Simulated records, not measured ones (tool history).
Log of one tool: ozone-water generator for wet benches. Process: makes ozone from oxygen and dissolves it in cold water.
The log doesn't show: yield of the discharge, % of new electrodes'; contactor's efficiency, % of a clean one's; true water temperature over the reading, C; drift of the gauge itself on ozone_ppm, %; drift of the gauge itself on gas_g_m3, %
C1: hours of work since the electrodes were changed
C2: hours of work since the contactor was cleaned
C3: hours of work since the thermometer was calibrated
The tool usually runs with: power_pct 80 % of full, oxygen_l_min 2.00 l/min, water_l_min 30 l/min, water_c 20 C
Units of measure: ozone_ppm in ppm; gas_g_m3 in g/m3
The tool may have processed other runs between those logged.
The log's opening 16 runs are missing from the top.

-- hour=1278.6 water thermometer calibrated
run 17 hour=1368.3 | power_pct=82 oxygen_l_min=2.00 water_l_min=30 water_c=20 | C1=3431 C2=1110 C3=66 | ozone_ppm=9.3 gas_g_m3=199.6
run 18 hour=1434.5 | power_pct=67 oxygen_l_min=1.63 water_l_min=30 water_c=22 | C1=3479 C2=1158 C3=114 | ozone_ppm=7.8 gas_g_m3=203.0
run 19 hour=1502.9 | power_pct=67 oxygen_l_min=1.63 water_l_min=30 water_c=22 | C1=3530 C2=1209 C3=164 | ozone_ppm=7.8 gas_g_m3=205.0
run 20 hour=1555.8 | power_pct=70 oxygen_l_min=1.16 water_l_min=28 water_c=13 | C1=3568 C2=1247 C3=203 | ozone_ppm=8.2 gas_g_m3=260.2
run 21 hour=1631.2 | power_pct=80 oxygen_l_min=2.00 water_l_min=34 water_c=12 | C1=3624 C2=1303 C3=258 | ozone_ppm=8.1 gas_g_m3=194.9
run 22 hour=1724.5 | power_pct=80 oxygen_l_min=2.00 water_l_min=40 water_c=20 | C1=3692 C2=1371 C3=326 | ozone_ppm=6.8 gas_g_m3=194.4
run 23 hour=1805.1 | power_pct=44 oxygen_l_min=1.21 water_l_min=30 water_c=20 | C1=3751 C2=1430 C3=386 | ozone_ppm=6.0 gas_g_m3=198.6
-- hour=1850.4 water thermometer calibrated, once more
run 24 hour=1861.5 | power_pct=44 oxygen_l_min=1.21 water_l_min=30 water_c=20 | C1=3792 C2=1471 C3=8 | ozone_ppm=6.1 gas_g_m3=200.8
run 25 hour=1911.6 | power_pct=44 oxygen_l_min=2.97 water_l_min=30 water_c=17 | C1=3829 C2=1508 C3=45 | ozone_ppm=7.1 gas_g_m3=111.8
run 26 hour=1965.9 | power_pct=51 oxygen_l_min=1.46 water_l_min=35 water_c=20 | C1=3868 C2=1547 C3=85 | ozone_ppm=6.0 gas_g_m3=191.2
run 27 hour=2057.8 | power_pct=51 oxygen_l_min=1.59 water_l_min=35 water_c=18 | C1=3936 C2=1615 C3=152 | ozone_ppm=5.8 gas_g_m3=182.3
run 28 hour=2139.2 | power_pct=42 oxygen_l_min=1.65 water_l_min=30 water_c=20 | C1=3995 C2=1674 C3=211 | ozone_ppm=6.3 gas_g_m3=159.6
run 29 hour=2213.3 | power_pct=81 oxygen_l_min=2.62 water_l_min=46 water_c=25 | C1=4049 C2=1728 C3=266 | ozone_ppm=6.2 gas_g_m3=163.0
run 30 hour=2283.4 | power_pct=60 oxygen_l_min=2.03 water_l_min=44 water_c=20 | C1=4101 C2=1780 C3=317 | ozone_ppm=5.4 gas_g_m3=165.3
run 31 hour=2379.2 | power_pct=60 oxygen_l_min=2.03 water_l_min=44 water_c=20 | C1=4171 C2=1850 C3=387 | ozone_ppm=5.1 gas_g_m3=164.6

What will run 32 give?
run 32 hour=2457.8 | power_pct=70 oxygen_l_min=2.00 water_l_min=30 water_c=12 | C1=4228 C2=1907 C3=445 | ozone_ppm=? gas_g_m3=?

ozone_ppm: 8.4 ppm
gas_g_m3: 181.2 g/m3
Minus the tool's unlogged condition, the same run would have read ozone_ppm 9.2 ppm, gas_g_m3 195.3 g/m3.
